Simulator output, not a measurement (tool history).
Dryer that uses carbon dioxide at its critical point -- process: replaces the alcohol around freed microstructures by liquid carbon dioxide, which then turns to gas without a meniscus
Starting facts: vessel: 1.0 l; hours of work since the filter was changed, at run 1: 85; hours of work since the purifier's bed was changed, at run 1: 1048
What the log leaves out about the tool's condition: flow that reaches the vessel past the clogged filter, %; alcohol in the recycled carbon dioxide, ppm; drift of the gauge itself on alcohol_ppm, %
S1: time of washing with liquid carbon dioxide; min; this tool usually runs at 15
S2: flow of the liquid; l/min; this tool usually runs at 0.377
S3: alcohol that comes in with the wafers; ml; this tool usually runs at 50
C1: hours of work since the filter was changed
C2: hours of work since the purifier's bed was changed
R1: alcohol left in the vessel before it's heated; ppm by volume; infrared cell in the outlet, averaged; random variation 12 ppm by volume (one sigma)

| run | hour | S1 | S2 | S3 | C1 | C2 | R1 |
|---|---|---|---|---|---|---|---|
| 1 | 0 | 15 | 0.377 | 50 | 85 | 1048 | 999 |
| 2 | 54.8 | 15 | 0.377 | 50 | 108 | 1071 | 1074 |
| 3 | 120.3 | 15 | 0.493 | 50 | 136 | 1099 | 396 |
| 4 | 173.4 | 15 | 0.493 | 50 | 158 | 1121 | 417 |
|  | 220.3 | inlet filter changed |
| 5 | 225.9 | 10 | 0.493 | 50 | 2 | 1143 | 1342 |
| 6 | 254.9 | 10 | 0.493 | 50 | 15 | 1155 | 1361 |
| 7 | 305.4 | 15 | 0.377 | 21 | 36 | 1176 | 466 |
| 8 | 332.5 | 15 | 0.377 | 21 | 47 | 1188 | 460 |
| 9 | 382.9 | 15 | 0.377 | 21 | 69 | 1209 | 485 |
| 10 | 446.9 | 15 | 0.377 | 87 | 96 | 1236 | 1764 |
| 11 | 492 | 15 | 0.442 | 90 | 115 | 1255 | 993 |
| 12 | 543.5 | 16 | 0.487 | 68 | 136 | 1277 | 441 |

What will run 13 give?
| 13 | 575.9 | 14 | 0.358 | 68 | 150 | 1290 | ? |

R1: 2454 ppm by volume
With the hidden condition absent and the run-to-run variation left alone, this run would have shown R1 1630 ppm by volume.
